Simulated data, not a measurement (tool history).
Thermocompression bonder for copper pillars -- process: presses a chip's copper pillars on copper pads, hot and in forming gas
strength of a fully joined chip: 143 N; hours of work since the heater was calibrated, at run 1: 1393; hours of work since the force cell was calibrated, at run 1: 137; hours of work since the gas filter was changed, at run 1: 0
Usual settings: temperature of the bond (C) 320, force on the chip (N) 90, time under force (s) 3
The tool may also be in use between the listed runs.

run	day	temperature of the bond (C)	force on the chip (N)	time under force (s)	hours of work since the heater was calibrated	hours of work since the force cell was calibrated	hours of work since the gas filter was changed	force that shears a chip off (N)
1	0	320	90	3	1393	137	0	78.7
2	2.475	347	90	3	1418	162	25	97.3
3	6.104	347	75	3	1455	199	62	84.5
4	9.238	320	102	3	1486	230	94	87
5	11.229	320	102	3	1507	250	114	87.3
6	13.762	320	102	3	1532	276	139	85.5
7	15.558	330	102	3	1550	294	158	91.2
# day 19.342: forming gas filter changed
8	19.642	330	102	3	1592	335	3	95.4
9	23.321	330	102	3	1629	373	40	94.2
10	26.35	316	102	3	1659	403	71	83
11	29.779	316	102	3	1694	438	106	83.2
12	32.867	316	102	3	1726	469	137	81.4
# day 33.45: heater calibrated with a thermocouple chip
13	34.821	316	102	3	14	488	156	88.5
14	37.446	316	102	3	40	515	183	90.4
# day 38.846: forming gas filter changed
15	39.275	316	102	3	59	533	4	93.2
16	42.308	316	102	3	90	564	35	93.6
17	45.962	320	90	3	127	601	72	85.7
18	47.9	320	90	3	146	621	92	85.1
19	50.071	320	90	3	168	643	114	88
20	53.317	320	57	3	201	675	147	55.9
21	55.658	326	56	6	225	699	170	74.7
# day 58.304: forming gas filter changed
22	58.438	326	128	3	253	727	1	117.4
23	60.588	339	102	3	274	749	23	112.1
24	64.112	320	90	2	310	785	59	77.1
# day 64.492: force cell calibrated
25	66.775	301	74	5	336	23	85	73.5
26	69.125	344	74	7	360	47	109	113.1
27	70.933	311	115	7	379	65	127	118.2
28	74.55	311	115	7	415	102	164	116.8
29	77.304	311	115	7	443	130	192	116.4
# day 77.775: forming gas filter changed
30	79.7	311	115	7	467	154	20	121.8
31	81.783	318	61	7	488	175	41	83.9
32	84.758	347	63	2	518	205	71	73.5
# day 86.421: force cell calibrated, once more
33	88.329	347	63	2	554	19	106	64.2
34	90.512	297	63	2	576	41	128	35.3
35	93.792	320	90	6	609	75	162	97.4
36	95.633	294	94	3	628	93	180	62.1
# day 97.379: forming gas filter changed
37	99.45	335	90	3	666	132	21	92.5
38	103.225	335	90	3	705	170	59	92
39	105.025	320	90	2	723	188	77	71.1
40	107.296	320	90	2	746	211	100	69.7

3 options for the next run, each taken on its own from the tool as it stands now. Forecast them:
A	110.129	335	95	4	775	240	129	?
B	110.129	320	90	3	775	240	129	?
C	110.129	341	90	4	775	240	129	?

run	force that shears a chip off (N)
A	101.5
B	78
C	100.8
Take away the tool's hidden state, keep each run's random variation, and the runs would have read:
run	force that shears a chip off (N)
A	107.4
B	83.4
C	106.6

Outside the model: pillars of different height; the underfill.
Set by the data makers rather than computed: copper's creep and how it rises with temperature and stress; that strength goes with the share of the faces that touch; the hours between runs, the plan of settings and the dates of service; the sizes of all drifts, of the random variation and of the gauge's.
